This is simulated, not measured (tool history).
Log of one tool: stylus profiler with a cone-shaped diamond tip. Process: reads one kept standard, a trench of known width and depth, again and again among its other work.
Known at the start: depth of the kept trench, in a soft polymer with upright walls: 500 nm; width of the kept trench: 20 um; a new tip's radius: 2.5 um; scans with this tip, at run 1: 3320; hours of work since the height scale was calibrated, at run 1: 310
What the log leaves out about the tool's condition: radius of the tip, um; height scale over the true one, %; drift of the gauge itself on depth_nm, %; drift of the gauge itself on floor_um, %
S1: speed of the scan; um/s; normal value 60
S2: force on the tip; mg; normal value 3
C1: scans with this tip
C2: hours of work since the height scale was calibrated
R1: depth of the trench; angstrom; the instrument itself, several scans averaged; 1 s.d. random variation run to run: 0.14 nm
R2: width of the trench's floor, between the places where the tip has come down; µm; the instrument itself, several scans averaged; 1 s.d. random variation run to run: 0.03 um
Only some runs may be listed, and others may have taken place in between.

run	day	S1	S2	C1	C2	R1	R2
1	0	60	3	3320	310	5049.4	16.55
2	2.825	60	3	3762	351	5046.7	16.49
3	6.817	60	3	4386	410	5049.4	16.43
4	10.333	60	3	4936	461	5048.5	16.47
# day 10.662: height scale calibrated on a step standard
5	13.938	60	3	5497	48	5045.3	16.43
6	17.488	26	3	6053	100	5041.6	16.57
7	20.429	84	1.23	6513	143	5012.6	16.06
8	23.5	63	7.77	6993	188	5091.6	16.44
9	25.15	114	1.39	7251	212	5015.4	15.86
10	27.479	20	4.01	7615	246	5050.5	16.5
# day 28.112: height scale calibrated on a step standard, once more
11	30.979	20	4.01	8160	42	5073.2	16.5

Below are 3 alternative next runs, each starting from the tool's condition after run 11. Predict each:
A	34.404	35	4.01	8695	92	?	?
B	34.404	212	5.32	8695	92	?	?
C	34.404	20	2.88	8695	92	?	?

run	R1	R2
A	5069.2	16.45
B	5085.1	15.8
C	5054.6	16.37
Take away the tool's hidden state, keep each run's random variation, and the runs would have read:
run	R1	R2
A	5070.2	16.91
B	5086.1	16.26
C	5055.6	16.84

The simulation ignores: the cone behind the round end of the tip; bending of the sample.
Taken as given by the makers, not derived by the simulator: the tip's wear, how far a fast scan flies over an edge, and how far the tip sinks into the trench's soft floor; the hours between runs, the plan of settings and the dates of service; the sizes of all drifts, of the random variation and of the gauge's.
